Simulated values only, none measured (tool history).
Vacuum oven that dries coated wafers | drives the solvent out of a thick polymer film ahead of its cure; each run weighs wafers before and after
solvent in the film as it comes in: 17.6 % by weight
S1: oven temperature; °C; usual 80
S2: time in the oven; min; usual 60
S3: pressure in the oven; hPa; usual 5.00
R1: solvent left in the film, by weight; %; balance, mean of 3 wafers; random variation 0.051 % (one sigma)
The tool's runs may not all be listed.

run	day	S1	S2	S3	R1
1	0.000	80	60	5.00	1.04
2	4.692	80	54	5.00	1.23
3	7.142	80	54	5.00	1.17
4	12.058	80	54	5.00	1.19
5	14.812	80	54	5.00	1.17
6	19.096	80	54	5.00	1.16
# day 20.325: oven's thermocouples calibrated
7	22.721	80	54	5.00	1.26
8	27.192	80	54	5.00	1.26
9	32.096	67	60	5.00	3.92
10	35.929	80	31	5.00	3.02
11	37.954	80	31	5.00	3.04
12	42.250	80	31	5.00	3.02
13	44.854	80	31	5.00	3.00
14	48.775	84	60	5.00	0.83
15	51.833	80	60	5.00	1.20
16	54.071	80	60	5.00	1.13
17	57.488	93	60	5.00	0.59
18	60.612	93	33	5.00	0.65
19	64.171	80	39	5.00	2.18
20	68.358	80	39	5.00	2.17
21	70.796	80	39	5.00	2.15
22	73.333	80	39	5.00	2.14
# day 73.625: vacuum gauge cleaned of residue and calibrated
23	77.688	80	39	5.00	2.25
24	81.142	80	71	7.92	1.40
# day 82.438: vacuum gauge cleaned of residue and calibrated, once more
25	84.588	80	71	7.92	0.69
26	89.004	88	71	7.92	0.38
27	93.429	88	65	8.78	0.49
# day 95.075: oven's thermocouples calibrated
28	96.733	88	46	8.78	0.62
29	100.217	93	83	11.45	0.50
30	103.483	78	52	11.45	1.66
31	106.975	89	38	15.19	1.05
32	110.392	89	38	15.19	1.08
33	112.979	82	80	5.61	0.41
34	117.646	80	60	4.76	0.79
35	120.162	80	60	7.36	0.97
36	124.046	78	44	9.82	2.14
37	126.296	78	44	9.82	2.06
38	129.083	89	43	5.00	0.46
39	132.008	80	51	5.00	1.09
40	134.475	75	60	5.00	1.51
41	139.300	68	65	4.83	2.80
42	144.200	80	91	3.50	0.46
43	146.833	71	42	12.66	4.28
44	150.517	71	42	12.66	4.42
45	153.492	80	34	18.90	3.01
46	157.621	80	64	13.45	1.27

Forecast each of these 5 alternatives for the next run:
A	160.533	88	60	5.17	?
B	160.533	75	47	18.81	?
C	160.533	80	74	4.34	?
D	160.533	80	64	7.14	?
E	160.533	80	50	2.53	?

run	R1
A	0.45
B	3.13
C	0.70
D	0.98
E	1.07
Without the tool's hidden state the same runs would have given:
run	R1
A	0.30
B	3.15
C	0.52
D	0.84
E	0.98
